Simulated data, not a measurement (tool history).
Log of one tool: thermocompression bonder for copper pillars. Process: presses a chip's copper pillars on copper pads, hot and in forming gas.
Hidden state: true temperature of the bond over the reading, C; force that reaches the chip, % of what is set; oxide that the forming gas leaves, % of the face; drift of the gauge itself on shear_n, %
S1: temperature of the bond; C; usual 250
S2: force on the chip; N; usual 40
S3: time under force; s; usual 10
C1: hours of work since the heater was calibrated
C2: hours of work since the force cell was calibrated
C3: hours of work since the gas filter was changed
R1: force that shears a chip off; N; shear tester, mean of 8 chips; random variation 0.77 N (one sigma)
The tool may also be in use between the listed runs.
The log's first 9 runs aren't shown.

| run | day | S1 | S2 | S3 | C1 | C2 | C3 | R1 |
|---|---|---|---|---|---|---|---|---|
| 10 | 28.646 | 250 | 40 | 10 | 1521 | 1238 | 261 | 47.3 |
| 11 | 31.171 | 250 | 37 | 10 | 1547 | 1264 | 287 | 44.8 |
| 12 | 34.712 | 250 | 40 | 10 | 1584 | 1300 | 324 | 46.4 |
| 13 | 37.358 | 250 | 40 | 10 | 1611 | 1328 | 351 | 46 |
| 14 | 40.304 | 250 | 40 | 10 | 1642 | 1358 | 381 | 44.7 |
| 15 | 42.808 | 250 | 40 | 10 | 1667 | 1384 | 407 | 45.2 |
| 16 | 45.008 | 250 | 40 | 7 | 1690 | 1407 | 430 | 37.9 |
| 17 | 48 | 250 | 40 | 7 | 1721 | 1438 | 461 | 39.3 |
|  | 49.167 | heater calibrated with a thermocouple chip |
|  | 49.704 | forming gas filter changed |
| 18 | 51.617 | 250 | 40 | 10 | 25 | 1474 | 20 | 55.8 |
| 19 | 54.704 | 250 | 40 | 10 | 57 | 1506 | 52 | 57 |
| 20 | 58.017 | 266 | 40 | 12 | 91 | 1540 | 86 | 69.4 |
| 21 | 60.662 | 250 | 40 | 21 | 119 | 1567 | 113 | 68.1 |
| 22 | 63.396 | 236 | 40 | 22 | 147 | 1596 | 142 | 58.8 |
| 23 | 66.304 | 258 | 40 | 26 | 177 | 1626 | 172 | 74.2 |
| 24 | 69.083 | 250 | 33 | 10 | 206 | 1655 | 200 | 48 |
| 25 | 71.654 | 259 | 40 | 5 | 232 | 1681 | 227 | 46.1 |
| 26 | 73.425 | 259 | 35 | 28 | 251 | 1699 | 245 | 73.6 |
| 27 | 77.296 | 259 | 35 | 28 | 291 | 1739 | 285 | 71.6 |
| 28 | 79.646 | 259 | 35 | 28 | 315 | 1764 | 310 | 71 |
| 29 | 83.192 | 248 | 55 | 10 | 352 | 1800 | 346 | 56.6 |
| 30 | 86.55 | 245 | 36 | 8 | 386 | 1835 | 381 | 40.8 |

The next listed run, before its measurement:
| 31 | 89.671 | 250 | 40 | 10 | 418 | 1867 | 413 | ? |

{"run 31": {"R1": 49.7}}
Without the tool's hidden state the same run would have given R1 59.1 N.
